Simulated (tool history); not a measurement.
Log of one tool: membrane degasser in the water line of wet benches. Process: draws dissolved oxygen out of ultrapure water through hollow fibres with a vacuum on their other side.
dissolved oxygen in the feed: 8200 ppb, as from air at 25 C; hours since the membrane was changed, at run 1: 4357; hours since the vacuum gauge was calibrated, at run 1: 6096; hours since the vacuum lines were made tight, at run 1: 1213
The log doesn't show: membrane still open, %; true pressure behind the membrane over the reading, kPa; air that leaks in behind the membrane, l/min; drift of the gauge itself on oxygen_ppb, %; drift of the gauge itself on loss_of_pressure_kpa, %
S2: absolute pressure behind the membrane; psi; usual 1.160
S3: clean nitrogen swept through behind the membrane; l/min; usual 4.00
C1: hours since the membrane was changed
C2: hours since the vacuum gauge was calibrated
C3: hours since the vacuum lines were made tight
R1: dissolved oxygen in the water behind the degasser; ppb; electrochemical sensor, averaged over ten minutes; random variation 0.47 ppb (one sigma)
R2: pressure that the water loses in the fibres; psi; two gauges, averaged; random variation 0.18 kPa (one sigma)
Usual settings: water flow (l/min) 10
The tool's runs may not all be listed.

{"run": 1, "day": 0.0, "water flow (l/min)": 10, "S2": 1.16, "S3": 4.0, "C1": 4357, "C2": 6096, "C3": 1213, "R1": 40.6, "R2": 4.734}
{"run": 2, "day": 4.225, "water flow (l/min)": 7, "S2": 1.16, "S3": 4.0, "C1": 4458, "C2": 6198, "C3": 1314, "R1": 24.3, "R2": 3.304}
{"run": 3, "day": 7.908, "water flow (l/min)": 10, "S2": 1.16, "S3": 4.0, "C1": 4546, "C2": 6286, "C3": 1402, "R1": 41.1, "R2": 4.708}
{"run": 4, "day": 10.458, "water flow (l/min)": 10, "S2": 1.16, "S3": 4.0, "C1": 4607, "C2": 6347, "C3": 1463, "R1": 42.1, "R2": 4.766}
{"run": 5, "day": 14.958, "water flow (l/min)": 10, "S2": 1.16, "S3": 4.0, "C1": 4716, "C2": 6455, "C3": 1572, "R1": 41.1, "R2": 4.782}
{"run": 6, "day": 17.762, "water flow (l/min)": 10, "S2": 1.16, "S3": 4.0, "C1": 4783, "C2": 6523, "C3": 1639, "R1": 42.1, "R2": 4.775}
{"run": 7, "day": 23.15, "water flow (l/min)": 10, "S2": 0.986, "S3": 4.0, "C1": 4912, "C2": 6652, "C3": 1768, "R1": 33.9, "R2": 4.74}
{"run": 8, "day": 27.271, "water flow (l/min)": 10, "S2": 1.16, "S3": 4.0, "C1": 5011, "C2": 6751, "C3": 1867, "R1": 41.7, "R2": 4.746}
{"run": 9, "day": 30.842, "water flow (l/min)": 10, "S2": 1.16, "S3": 4.0, "C1": 5097, "C2": 6837, "C3": 1953, "R1": 41.4, "R2": 4.76}
{"run": 10, "day": 36.1, "water flow (l/min)": 10, "S2": 1.16, "S3": 4.0, "C1": 5223, "C2": 6963, "C3": 2079, "R1": 42.3, "R2": 4.817}
{"run": 11, "day": 41.379, "water flow (l/min)": 10, "S2": 1.977, "S3": 4.0, "C1": 5350, "C2": 7089, "C3": 2206, "R1": 76.2, "R2": 4.786}
{"run": 12, "day": 46.408, "water flow (l/min)": 10, "S2": 2.348, "S3": 4.0, "C1": 5470, "C2": 7210, "C3": 2326, "R1": 94.4, "R2": 4.763}
{"run": 13, "day": 49.838, "water flow (l/min)": 10, "S2": 2.348, "S3": 4.0, "C1": 5553, "C2": 7292, "C3": 2409, "R1": 92.8, "R2": 4.779}
{"run": 14, "day": 54.921, "water flow (l/min)": 10, "S2": 2.348, "S3": 4.0, "C1": 5675, "C2": 7414, "C3": 2531, "R1": 94.4, "R2": 4.827}
{"run": 15, "day": 58.504, "water flow (l/min)": 10, "S2": 2.348, "S3": 4.0, "C1": 5761, "C2": 7500, "C3": 2617, "R1": 93.9, "R2": 4.789}
{"run": 16, "day": 63.342, "water flow (l/min)": 6, "S2": 2.348, "S3": 4.0, "C1": 5877, "C2": 7617, "C3": 2733, "R1": 52.6, "R2": 2.891}
{"run": 17, "day": 66.846, "water flow (l/min)": 6, "S2": 2.348, "S3": 4.0, "C1": 5961, "C2": 7701, "C3": 2817, "R1": 52.6, "R2": 2.907}
{"run": 18, "day": 70.508, "water flow (l/min)": 7, "S2": 2.348, "S3": 4.0, "C1": 6049, "C2": 7789, "C3": 2905, "R1": 61.5, "R2": 3.382}
{"run": 19, "day": 76.004, "water flow (l/min)": 15, "S2": 2.123, "S3": 8.48, "C1": 6181, "C2": 7920, "C3": 3037, "R1": 97.9, "R2": 7.214}
{"run": 20, "day": 79.029, "water flow (l/min)": 8, "S2": 0.946, "S3": 5.85, "C1": 6253, "C2": 7993, "C3": 3109, "R1": 17.2, "R2": 3.852}
{"run": 21, "day": 82.292, "water flow (l/min)": 8, "S2": 0.946, "S3": 5.85, "C1": 6332, "C2": 8071, "C3": 3188, "R1": 17.7, "R2": 3.874}
{"run": 22, "day": 86.9, "water flow (l/min)": 12, "S2": 1.456, "S3": 4.0, "C1": 6442, "C2": 8182, "C3": 3298, "R1": 75.9, "R2": 5.894}
{"run": 23, "day": 89.692, "water flow (l/min)": 14, "S2": 1.817, "S3": 1.61, "C1": 6509, "C2": 8249, "C3": 3365, "R1": 233.2, "R2": 6.778}
{"run": 24, "day": 92.292, "water flow (l/min)": 10, "S2": 0.806, "S3": 9.81, "C1": 6572, "C2": 8311, "C3": 3428, "R1": 19.1, "R2": 4.878}
{"run": 25, "day": 95.862, "water flow (l/min)": 10, "S2": 1.485, "S3": 2.59, "C1": 6657, "C2": 8397, "C3": 3513, "R1": 82.3, "R2": 4.894}
{"run": 26, "day": 101.254, "water flow (l/min)": 7, "S2": 1.16, "S3": 4.0, "C1": 6787, "C2": 8526, "C3": 3643, "R1": 25.7, "R2": 3.434}
{"run": 27, "day": 103.708, "water flow (l/min)": 7, "S2": 2.078, "S3": 1.88, "C1": 6846, "C2": 8585, "C3": 3702, "R1": 111.4, "R2": 3.407}
{"run": 28, "day": 107.567, "water flow (l/min)": 8, "S2": 2.77, "S3": 5.45, "C1": 6938, "C2": 8678, "C3": 3794, "R1": 65.5, "R2": 3.936}
{"day": 110.312, "done": "vacuum gauge calibrated"}
{"run": 29, "day": 112.75, "water flow (l/min)": 10, "S2": 0.94, "S3": 3.25, "C1": 7062, "C2": 58, "C3": 3918, "R1": 37.3, "R2": 4.889}
{"run": 30, "day": 115.358, "water flow (l/min)": 10, "S2": 1.973, "S3": 11.36, "C1": 7125, "C2": 121, "C3": 3981, "R1": 36.2, "R2": 4.912}
{"run": 31, "day": 118.404, "water flow (l/min)": 15, "S2": 1.11, "S3": 11.36, "C1": 7198, "C2": 194, "C3": 4054, "R1": 63.4, "R2": 7.394}

Hidden state at the last listed run before each entry between runs and at the first one after, where it differs:
Between runs 28 and 29: vacuum gauge calibrated (day 110.312)
  membrane still open, %: 91.9 -> 91.8; true pressure behind the membrane over the reading, kPa: 0.28 -> -0.01; air that leaks in behind the membrane, l/min: 0.0111 -> 0.0114
  measured less the result without the state, R1: +5.5 -> +6.0 ppb; R2: +0.318 -> +0.403 psi
